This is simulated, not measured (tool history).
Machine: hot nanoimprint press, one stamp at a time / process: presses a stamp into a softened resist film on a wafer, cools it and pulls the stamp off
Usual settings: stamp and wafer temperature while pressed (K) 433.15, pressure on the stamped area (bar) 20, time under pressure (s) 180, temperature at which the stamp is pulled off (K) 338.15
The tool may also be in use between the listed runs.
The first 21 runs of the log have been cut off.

| run | hour | stamp and wafer temperature while pressed (K) | pressure on the stamped area (bar) | time under pressure (s) | temperature at which the stamp is pulled off (K) | resist left under the stamp's widest pad (Å) | greatest force while the stamp is pulled off (N) |
|---|---|---|---|---|---|---|---|
| 22 | 335.8 | 433.15 | 18.5 | 180 | 343.15 | 1613 | 91 |
|  | 344 | plate thermocouple calibrated, once more |
| 23 | 357.8 | 431.15 | 22.2 | 197 | 338.15 | 1512 | 98 |
| 24 | 378.7 | 433.15 | 29.4 | 113 | 338.15 | 1512 | 97.9 |
| 25 | 392.4 | 433.15 | 29.4 | 113 | 338.15 | 1511 | 96.7 |
| 26 | 405.5 | 435.15 | 29.4 | 113 | 326.15 | 1405 | 112.6 |
| 27 | 421.2 | 434.15 | 29.4 | 113 | 327.15 | 1462 | 113.1 |
| 28 | 433.2 | 444.15 | 16.1 | 161 | 346.15 | 1177 | 88.1 |
| 29 | 449.3 | 433.15 | 29.5 | 180 | 338.15 | 1278 | 100.2 |
| 30 | 467.1 | 433.15 | 24.4 | 112 | 345.15 | 1653 | 88.7 |

Here are 3 independent what-if runs from the current tool condition. What would each one return?
| A | 488.1 | 433.15 | 15.6 | 112 | 345.15 | ? | ? |
| B | 488.1 | 433.15 | 20 | 322 | 338.15 | ? | ? |
| C | 488.1 | 432.15 | 20 | 180 | 327.15 | ? | ? |

| run | resist left under the stamp's widest pad (Å) | greatest force while the stamp is pulled off (N) |
|---|---|---|
| A | 1952 | 90.5 |
| B | 1234 | 100.7 |
| C | 1590 | 116.2 |
With no hidden state in the tool, these same runs would have given:
| run | resist left under the stamp's widest pad (Å) | greatest force while the stamp is pulled off (N) |
|---|---|---|
| A | 1931 | 81.5 |
| B | 1214 | 90.6 |
| C | 1567 | 104.7 |
